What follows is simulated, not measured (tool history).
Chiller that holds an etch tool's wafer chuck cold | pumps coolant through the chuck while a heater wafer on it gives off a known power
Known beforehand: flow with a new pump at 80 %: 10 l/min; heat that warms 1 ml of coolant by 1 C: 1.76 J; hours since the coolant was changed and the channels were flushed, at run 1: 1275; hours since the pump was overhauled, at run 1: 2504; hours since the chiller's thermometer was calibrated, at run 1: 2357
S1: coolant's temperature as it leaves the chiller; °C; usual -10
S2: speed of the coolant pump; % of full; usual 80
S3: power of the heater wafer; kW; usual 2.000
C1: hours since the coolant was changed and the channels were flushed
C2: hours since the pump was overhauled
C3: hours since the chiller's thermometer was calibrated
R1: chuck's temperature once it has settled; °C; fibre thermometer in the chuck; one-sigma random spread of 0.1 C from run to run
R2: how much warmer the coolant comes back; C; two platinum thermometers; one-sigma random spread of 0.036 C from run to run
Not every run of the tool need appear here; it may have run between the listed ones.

{"run": 1, "hour": 0.0, "S1": -10, "S2": 80, "S3": 2.0, "C1": 1275, "C2": 2504, "C3": 2357, "R1": 10.0, "R2": 6.96}
{"run": 2, "hour": 40.6, "S1": -6, "S2": 80, "S3": 2.0, "C1": 1316, "C2": 2545, "C3": 2397, "R1": 14.1, "R2": 7.04}
{"run": 3, "hour": 74.1, "S1": -6, "S2": 80, "S3": 2.0, "C1": 1349, "C2": 2578, "C3": 2431, "R1": 14.3, "R2": 7.0}
{"run": 4, "hour": 151.2, "S1": -10, "S2": 80, "S3": 2.0, "C1": 1426, "C2": 2655, "C3": 2508, "R1": 10.0, "R2": 6.97}
{"run": 5, "hour": 196.0, "S1": -10, "S2": 80, "S3": 1.353, "C1": 1471, "C2": 2700, "C3": 2553, "R1": 3.5, "R2": 4.78}
{"run": 6, "hour": 257.7, "S1": -10, "S2": 85, "S3": 1.353, "C1": 1533, "C2": 2762, "C3": 2614, "R1": 2.7, "R2": 4.5}
{"run": 7, "hour": 335.3, "S1": -5, "S2": 80, "S3": 2.0, "C1": 1610, "C2": 2839, "C3": 2692, "R1": 15.0, "R2": 7.03}
{"run": 8, "hour": 388.3, "S1": -10, "S2": 80, "S3": 2.0, "C1": 1663, "C2": 2892, "C3": 2745, "R1": 10.0, "R2": 7.03}
{"run": 9, "hour": 467.4, "S1": -10, "S2": 100, "S3": 2.0, "C1": 1742, "C2": 2971, "C3": 2824, "R1": 6.4, "R2": 5.64}
{"run": 10, "hour": 540.2, "S1": -10, "S2": 100, "S3": 2.0, "C1": 1815, "C2": 3044, "C3": 2897, "R1": 6.5, "R2": 5.65}
{"run": 11, "hour": 609.4, "S1": -10, "S2": 100, "S3": 2.0, "C1": 1884, "C2": 3113, "C3": 2966, "R1": 6.4, "R2": 5.62}
{"run": 12, "hour": 665.6, "S1": -10, "S2": 80, "S3": 2.0, "C1": 1941, "C2": 3170, "C3": 3022, "R1": 10.4, "R2": 7.11}
{"run": 13, "hour": 701.5, "S1": -10, "S2": 80, "S3": 2.0, "C1": 1976, "C2": 3206, "C3": 3058, "R1": 10.2, "R2": 7.11}
{"hour": 706.2, "done": "chiller's thermometer calibrated"}
{"run": 14, "hour": 757.6, "S1": -10, "S2": 80, "S3": 2.124, "C1": 2031, "C2": 3261, "C3": 51, "R1": 11.4, "R2": 7.49}
{"hour": 830.1, "done": "chiller's thermometer calibrated, once more"}
{"run": 15, "hour": 830.1, "S1": -10, "S2": 80, "S3": 2.124, "C1": 2103, "C2": 3332, "C3": 0, "R1": 11.8, "R2": 7.51}
{"run": 16, "hour": 895.3, "S1": -10, "S2": 80, "S3": 2.0, "C1": 2168, "C2": 3397, "C3": 65, "R1": 10.6, "R2": 7.09}
{"run": 17, "hour": 945.8, "S1": -10, "S2": 80, "S3": 2.0, "C1": 2219, "C2": 3448, "C3": 116, "R1": 10.6, "R2": 7.07}
{"run": 18, "hour": 982.4, "S1": -10, "S2": 73, "S3": 2.0, "C1": 2255, "C2": 3484, "C3": 152, "R1": 12.4, "R2": 7.74}
{"run": 19, "hour": 1021.9, "S1": -11, "S2": 83, "S3": 1.395, "C1": 2295, "C2": 3524, "C3": 192, "R1": 2.9, "R2": 4.75}
{"run": 20, "hour": 1069.4, "S1": -7, "S2": 72, "S3": 2.138, "C1": 2342, "C2": 3571, "C3": 239, "R1": 17.4, "R2": 8.51}
{"run": 21, "hour": 1141.8, "S1": -1, "S2": 82, "S3": 1.305, "C1": 2415, "C2": 3644, "C3": 312, "R1": 12.1, "R2": 4.49}
{"run": 22, "hour": 1195.1, "S1": -16, "S2": 79, "S3": 1.303, "C1": 2468, "C2": 3697, "C3": 365, "R1": -2.3, "R2": 4.7}
{"run": 23, "hour": 1266.4, "S1": -16, "S2": 79, "S3": 1.303, "C1": 2539, "C2": 3768, "C3": 436, "R1": -2.6, "R2": 4.77}
{"run": 24, "hour": 1301.7, "S1": -16, "S2": 79, "S3": 1.303, "C1": 2575, "C2": 3804, "C3": 472, "R1": -2.3, "R2": 4.71}
{"run": 25, "hour": 1370.9, "S1": -11, "S2": 79, "S3": 1.303, "C1": 2644, "C2": 3873, "C3": 541, "R1": 2.6, "R2": 4.7}
{"run": 26, "hour": 1436.0, "S1": -10, "S2": 80, "S3": 2.818, "C1": 2709, "C2": 3938, "C3": 606, "R1": 19.2, "R2": 10.03}
{"run": 27, "hour": 1469.5, "S1": -18, "S2": 80, "S3": 2.0, "C1": 2742, "C2": 3972, "C3": 639, "R1": 2.8, "R2": 7.14}
{"run": 28, "hour": 1503.8, "S1": -18, "S2": 80, "S3": 2.0, "C1": 2777, "C2": 4006, "C3": 674, "R1": 2.8, "R2": 7.12}
{"run": 29, "hour": 1555.5, "S1": -18, "S2": 80, "S3": 2.0, "C1": 2828, "C2": 4058, "C3": 725, "R1": 2.8, "R2": 7.16}
{"run": 30, "hour": 1609.3, "S1": -18, "S2": 80, "S3": 2.0, "C1": 2882, "C2": 4111, "C3": 779, "R1": 2.9, "R2": 7.14}
{"run": 31, "hour": 1681.3, "S1": -18, "S2": 80, "S3": 2.0, "C1": 2954, "C2": 4183, "C3": 851, "R1": 2.9, "R2": 7.14}
{"run": 32, "hour": 1727.8, "S1": -14, "S2": 67, "S3": 1.864, "C1": 3001, "C2": 4230, "C3": 898, "R1": 8.8, "R2": 8.04}
{"run": 33, "hour": 1809.4, "S1": -14, "S2": 67, "S3": 1.864, "C1": 3082, "C2": 4311, "C3": 979, "R1": 8.9, "R2": 8.06}

Selected run-to-run steps in R1, each split into two signed amounts: the part the tool would show with no hidden state at all (from settings, incoming material and random variation), and the remainder, which goes to the hidden state together with any gauge scatter not common to the measured and the hidden-state-free results:
The hidden state here: heat passed by the chuck's channels, % of clean ones'; flow at a given pump speed, % of a new pump's; coolant's true temperature over the reading, C; drift of the gauge itself on chuck_c, C; drift of the gauge itself on warmer_back_c, C.
Run 19 -> 20: S1 -11 -> -7, S2 83 -> 72, S3 1.395 -> 2.138. R1 +14.5 °C: hidden state +0.6, all else +13.9.
Run 20 -> 21: S1 -7 -> -1, S2 72 -> 82, S3 2.138 -> 1.305. R1 -5.3 °C: hidden state -0.7, all else -4.6.
Run 25 -> 26: S1 -11 -> -10, S2 79 -> 80, S3 1.303 -> 2.818. R1 +16.6 °C: hidden state +1.1, all else +15.5.
Run 26 -> 27: S1 -10 -> -18, S3 2.818 -> 2.000. R1 -16.4 °C: hidden state -0.5, all else -15.9.
